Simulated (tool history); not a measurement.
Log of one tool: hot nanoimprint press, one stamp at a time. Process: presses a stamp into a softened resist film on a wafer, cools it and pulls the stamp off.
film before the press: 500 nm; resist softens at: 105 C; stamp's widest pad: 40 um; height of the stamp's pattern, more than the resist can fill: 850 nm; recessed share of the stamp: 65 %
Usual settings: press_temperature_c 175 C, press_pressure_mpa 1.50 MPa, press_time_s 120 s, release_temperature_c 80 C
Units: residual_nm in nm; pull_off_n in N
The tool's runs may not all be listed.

run     day  press_temperature_c  press_pressure_mpa  press_time_s  release_temperature_c  residual_nm  pull_off_n
  1   0.000                  175                1.50           120                     80        310.4         236
      1.562  -- stamp cleaned and given a new release coat
  2   1.562                  175                1.50           206                     80        262.6         214
  3   2.646                  175                1.50           204                     80        264.3         214
  4   3.458                  175                1.50           117                     80        312.0         217
  5   4.262                  175                1.50           117                     80        315.1         219
  6   5.046                  175                1.50           117                     80        316.9         223
  7   6.054                  175                1.50           117                     80        317.7         223
  8   6.638                  175                1.50           120                     81        312.8         224
  9   7.583                  175                1.50           120                     81        315.5         223
 10   8.471                  175                1.50           120                     81        317.0         229
 11   9.804                  175                1.50           120                     81        318.4         230
 12  10.533                  167                1.50           120                     80        412.4         232
 13  11.717                  175                1.50           120                     70        322.1         251
     12.171  -- stamp cleaned and given a new release coat
 14  13.125                  175                1.50           120                     70        317.2         232
 15  14.042                  175                1.50           120                     70        320.1         230
 16  14.671                  175                1.79           163                     85        272.6         213
 17  15.346                  175                1.50            67                     80        369.9         223
     16.117  -- plate thermocouple calibrated
 18  16.662                  175                1.50            67                     80        356.1         224
 19  17.329                  175                1.50            67                     80        357.4         223
 20  17.883                  176                1.50           120                     76        295.0         231
 21  18.575                  176                1.50           120                     76        297.6         232
 22  19.700                  166                1.50           120                     68        409.9         247
 23  20.875                  163                2.27           233                     68        366.7         247
 24  21.446                  163                0.97           233                     68        433.5         245
 25  22.196                  175                1.50            72                     80        354.8         237
     22.933  -- stamp cleaned and given a new release coat
 26  23.775                  175                1.50           120                     67        312.2         234
 27  24.329                  175                1.50           120                     67        312.1         236
 28  24.883                  172                1.50           166                     67        322.2         233
 29  25.438                  172                1.50           166                     67        325.3         239

Forecast each of these 3 alternatives for the next run:
  A  26.146                  183                2.13           132                     80            ?           ?
  B  26.146                  175                2.20            74                     86            ?           ?
  C  26.146                  182                1.50           121                     66            ?           ?

run  residual_nm  pull_off_n
  A        182.2         221
  B        313.5         214
  C        231.5         240
Without the tool's hidden state the same runs would have given:
run  residual_nm  pull_off_n
  A        170.0         214
  B        296.7         207
  C        219.4         233

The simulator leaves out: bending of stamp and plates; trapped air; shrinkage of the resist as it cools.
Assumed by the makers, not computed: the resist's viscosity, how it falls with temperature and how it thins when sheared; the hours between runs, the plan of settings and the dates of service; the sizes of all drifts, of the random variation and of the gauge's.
